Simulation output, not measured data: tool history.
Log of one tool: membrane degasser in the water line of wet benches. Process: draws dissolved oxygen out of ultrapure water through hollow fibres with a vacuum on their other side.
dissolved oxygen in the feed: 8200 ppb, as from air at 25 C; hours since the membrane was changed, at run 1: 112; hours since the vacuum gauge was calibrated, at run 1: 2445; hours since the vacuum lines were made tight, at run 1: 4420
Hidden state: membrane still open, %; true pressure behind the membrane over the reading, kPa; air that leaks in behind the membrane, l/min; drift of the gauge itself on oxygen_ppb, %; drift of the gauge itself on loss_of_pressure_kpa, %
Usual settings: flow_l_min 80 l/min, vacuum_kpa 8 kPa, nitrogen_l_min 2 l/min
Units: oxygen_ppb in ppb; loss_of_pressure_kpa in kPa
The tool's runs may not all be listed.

| run | hour | flow_l_min | vacuum_kpa | nitrogen_l_min | hours since the membrane was changed | hours since the vacuum gauge was calibrated | hours since the vacuum lines were made tight | oxygen_ppb | loss_of_pressure_kpa |
|---|---|---|---|---|---|---|---|---|---|
| 1 | 0 | 80 | 8 | 2 | 112 | 2445 | 4420 | 402.4 | 40.34 |
| 2 | 31.4 | 80 | 9.01 | 2 | 143 | 2476 | 4451 | 467.4 | 40.43 |
| 3 | 80.6 | 80 | 9.01 | 2 | 192 | 2526 | 4500 | 468.5 | 40.19 |
| 4 | 105.4 | 80 | 9.01 | 2 | 217 | 2550 | 4525 | 467.9 | 40.75 |
| 5 | 139.9 | 80 | 9.01 | 2 | 252 | 2585 | 4560 | 471.1 | 40.28 |
| 6 | 170 | 80 | 8.9 | 2 | 282 | 2615 | 4590 | 455.2 | 40.31 |
| 7 | 223.2 | 80 | 8 | 2 | 335 | 2668 | 4643 | 400.8 | 40.37 |
| 8 | 263.3 | 59 | 8 | 2 | 375 | 2708 | 4683 | 301.3 | 29.61 |
| 9 | 302.3 | 59 | 8 | 2 | 414 | 2747 | 4722 | 303.2 | 29.75 |
| 10 | 333.2 | 59 | 8 | 2 | 445 | 2778 | 4753 | 295.4 | 29.39 |
| 11 | 385.4 | 59 | 8 | 2 | 497 | 2830 | 4805 | 304.4 | 29.57 |
| 12 | 422.3 | 59 | 8 | 1.43 | 534 | 2867 | 4842 | 394 | 29.9 |
| 13 | 461.7 | 59 | 8 | 1.43 | 573 | 2907 | 4881 | 390.7 | 29.83 |
| 14 | 497.8 | 59 | 8 | 1.43 | 609 | 2943 | 4918 | 388.4 | 29.43 |
| 15 | 532 | 59 | 8 | 1.43 | 644 | 2977 | 4952 | 388 | 29.65 |
| 16 | 561.3 | 88 | 8 | 1.43 | 673 | 3006 | 4981 | 545.9 | 44.29 |
| 17 | 614.4 | 88 | 8 | 1.43 | 726 | 3059 | 5034 | 533.2 | 44.81 |
| 18 | 639.4 | 80 | 7.66 | 2 | 751 | 3084 | 5059 | 378.6 | 40.5 |

The next listed run, before its measurement:
| 19 | 672.4 | 80 | 11.04 | 2 | 784 | 3117 | 5092 | ? | ? |

oxygen_ppb: 614.8 ppb
loss_of_pressure_kpa: 40.42 kPa
Without the tool's hidden state the same run would have given oxygen_ppb 614.8 ppb, loss_of_pressure_kpa 40.42 kPa.
